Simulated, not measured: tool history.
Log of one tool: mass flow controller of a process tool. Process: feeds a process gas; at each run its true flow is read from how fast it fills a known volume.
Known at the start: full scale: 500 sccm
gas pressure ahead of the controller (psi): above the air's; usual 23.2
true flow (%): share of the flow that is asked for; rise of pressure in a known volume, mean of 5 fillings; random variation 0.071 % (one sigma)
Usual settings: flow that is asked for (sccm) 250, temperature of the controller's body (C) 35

run,hour,flow that is asked for (sccm),gas pressure ahead of the controller (psi),temperature of the controller's body (C),true flow (%)
1,0,250,23.2,35,100.13
2,432.8,250,23.2,35,99.87
3,690.2,250,23.2,35,99.76
4,1058.1,336,23.2,35,99.72
5,1332.3,250,23.2,35,99.63
6,1615.7,250,33.9,35,99.76
7,1954.8,250,33.9,35,99.63
8,2316.2,250,23.2,35,99.06
9,2572,250,23.2,35,98.94
10,3013.1,328,23.2,35,98.92
11,3202.2,328,23.2,21,98.01
12,3529.7,328,23.2,21,97.72
13,3935.6,312,22.6,35,98.71
14,4360.7,312,22.6,35,98.4
# hour 4392.3: controller's zero set anew
15,4670.6,164,22.6,23,96.54
16,4961.2,97,29.3,31,96.52
17,5284.9,97,29.3,31,96.38
# hour 5450.2: controller's zero set anew, once more
18,5722.7,97,29.3,31,97.75
19,6127.7,97,29.3,26,97.21
20,6508.6,97,31,26,97.12

5 ways to go on from here, each from the tool as it stands after run 20. What would each give?
A,6844.2,250,33.5,22,?
B,6844.2,250,23.2,34,?
C,6844.2,96,32.5,36,?
D,6844.2,250,27.8,38,?
E,6844.2,384,31,26,?

run,true flow (%)
A,97.17
B,97.55
C,97.63
D,98.06
E,97.51
Without the tool's hidden state the same runs would have given:
run,true flow (%)
A,99.75
B,100.13
C,100.46
D,100.64
E,100.03

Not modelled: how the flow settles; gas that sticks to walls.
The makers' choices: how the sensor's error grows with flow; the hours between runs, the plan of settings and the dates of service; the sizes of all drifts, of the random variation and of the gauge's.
